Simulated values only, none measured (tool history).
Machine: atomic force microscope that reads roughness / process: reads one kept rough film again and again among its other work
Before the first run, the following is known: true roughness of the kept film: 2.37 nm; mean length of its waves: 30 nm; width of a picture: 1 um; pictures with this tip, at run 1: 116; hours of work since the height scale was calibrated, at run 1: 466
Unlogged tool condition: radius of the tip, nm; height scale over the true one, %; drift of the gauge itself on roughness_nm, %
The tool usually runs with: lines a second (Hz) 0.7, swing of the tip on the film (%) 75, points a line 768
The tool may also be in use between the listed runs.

| run | day | lines a second (Hz) | swing of the tip on the film (%) | points a line | pictures with this tip | hours of work since the height scale was calibrated | roughness of the kept film (nm (root mean square)) |
|---|---|---|---|---|---|---|---|
| 1 | 0 | 0.7 | 75 | 768 | 116 | 466 | 1.908 |
| 2 | 0.367 | 0.7 | 75 | 768 | 125 | 471 | 1.88 |
| 3 | 0.829 | 0.7 | 75 | 768 | 136 | 478 | 1.885 |
| 4 | 1.608 | 0.7 | 75 | 811 | 155 | 489 | 1.843 |
| 5 | 2.392 | 0.7 | 75 | 811 | 173 | 501 | 1.821 |
| 6 | 2.929 | 0.7 | 75 | 811 | 186 | 509 | 1.796 |
| 7 | 3.65 | 1.329 | 75 | 768 | 203 | 520 | 1.746 |
|  | 3.746 | new tip fitted |
| 8 | 4.15 | 1.329 | 75 | 768 | 10 | 527 | 2.12 |
| 9 | 4.925 | 1.329 | 75 | 768 | 28 | 538 | 2.084 |
| 10 | 5.55 | 0.7 | 88 | 768 | 43 | 548 | 2.037 |
| 11 | 6.35 | 0.7 | 89 | 768 | 62 | 559 | 2.007 |
| 12 | 6.971 | 0.7 | 89 | 768 | 77 | 569 | 1.983 |
| 13 | 7.688 | 0.7 | 89 | 768 | 94 | 579 | 1.969 |
| 14 | 8.217 | 0.7 | 89 | 768 | 107 | 587 | 1.922 |
| 15 | 8.754 | 1.368 | 75 | 768 | 120 | 595 | 1.894 |
| 16 | 9.338 | 1.368 | 75 | 768 | 134 | 604 | 1.875 |
| 17 | 9.833 | 1.368 | 75 | 768 | 146 | 611 | 1.861 |
| 18 | 10.354 | 0.7 | 75 | 768 | 158 | 619 | 1.88 |
| 19 | 11.012 | 0.7 | 75 | 768 | 174 | 629 | 1.852 |
| 20 | 11.471 | 0.7 | 75 | 768 | 185 | 635 | 1.82 |
| 21 | 12.1 | 0.7 | 75 | 768 | 200 | 645 | 1.815 |
|  | 12.317 | new tip fitted |
| 22 | 12.725 | 0.7 | 75 | 768 | 9 | 654 | 2.167 |
| 23 | 13.433 | 0.7 | 75 | 768 | 26 | 664 | 2.136 |
| 24 | 14.221 | 0.7 | 75 | 768 | 45 | 676 | 2.085 |
| 25 | 14.858 | 0.7 | 75 | 584 | 60 | 685 | 2.054 |
| 26 | 15.654 | 0.7 | 75 | 768 | 79 | 697 | 2.021 |
| 27 | 15.988 | 0.7 | 75 | 768 | 87 | 702 | 2.013 |
| 28 | 16.629 | 3.242 | 81 | 864 | 103 | 712 | 1.847 |
| 29 | 17.204 | 1.552 | 57 | 701 | 116 | 720 | 1.947 |
| 30 | 17.871 | 0.595 | 80 | 278 | 132 | 730 | 1.926 |
| 31 | 18.375 | 0.595 | 80 | 278 | 144 | 737 | 1.886 |
| 32 | 18.829 | 0.595 | 80 | 278 | 155 | 744 | 1.877 |
|  | 18.917 | height scale calibrated on a step standard |
| 33 | 19.392 | 0.833 | 75 | 768 | 168 | 7 | 1.849 |
| 34 | 20.167 | 0.536 | 85 | 632 | 186 | 19 | 1.847 |
| 35 | 20.629 | 1.556 | 74 | 833 | 197 | 25 | 1.789 |
|  | 20.988 | new tip fitted |
| 36 | 21.262 | 0.672 | 64 | 319 | 7 | 34 | 2.199 |
|  | 21.783 | height scale calibrated on a step standard, once more |
| 37 | 22.092 | 1.153 | 64 | 391 | 26 | 5 | 2.116 |
| 38 | 22.8 | 2.405 | 64 | 565 | 43 | 15 | 2.041 |
| 39 | 23.6 | 0.7 | 62 | 768 | 62 | 27 | 2.064 |
| 40 | 24.292 | 2.223 | 77 | 768 | 78 | 37 | 1.932 |
| 41 | 24.654 | 0.675 | 76 | 467 | 87 | 43 | 1.97 |
| 42 | 25.325 | 0.638 | 73 | 316 | 103 | 53 | 1.955 |
| 43 | 26.142 | 1.052 | 58 | 768 | 123 | 65 | 1.92 |
| 44 | 26.65 | 1.052 | 58 | 768 | 135 | 72 | 1.936 |
| 45 | 27.067 | 1.052 | 58 | 768 | 145 | 78 | 1.891 |
| 46 | 27.821 | 1.654 | 75 | 768 | 163 | 90 | 1.797 |
| 47 | 28.633 | 0.504 | 75 | 768 | 182 | 102 | 1.83 |
| 48 | 29.321 | 2.205 | 75 | 768 | 198 | 112 | 1.742 |
|  | 29.633 | new tip fitted |
| 49 | 30.046 | 2.205 | 75 | 768 | 10 | 122 | 2.055 |
| 50 | 30.458 | 3.065 | 62 | 444 | 20 | 128 | 2.07 |
| 51 | 30.796 | 3.602 | 75 | 768 | 28 | 133 | 1.951 |
| 52 | 31.388 | 3.315 | 75 | 519 | 42 | 142 | 1.93 |
| 53 | 32.138 | 3.315 | 75 | 519 | 60 | 153 | 1.906 |

Forecast each of these 4 alternatives for the next run:
| A | 32.633 | 0.7 | 82 | 768 | 72 | 161 | ? |
| B | 32.633 | 3.315 | 84 | 609 | 72 | 161 | ? |
| C | 32.633 | 2.357 | 75 | 275 | 72 | 161 | ? |
| D | 32.633 | 3.315 | 75 | 262 | 72 | 161 | ? |

| run | roughness of the kept film (nm (root mean square)) |
|---|---|
| A | 1.976 |
| B | 1.807 |
| C | 1.899 |
| D | 1.859 |
With no hidden state in the tool, these same runs would have given:
| run | roughness of the kept film (nm (root mean square)) |
|---|---|
| A | 2.147 |
| B | 1.962 |
| C | 2.063 |
| D | 2.019 |
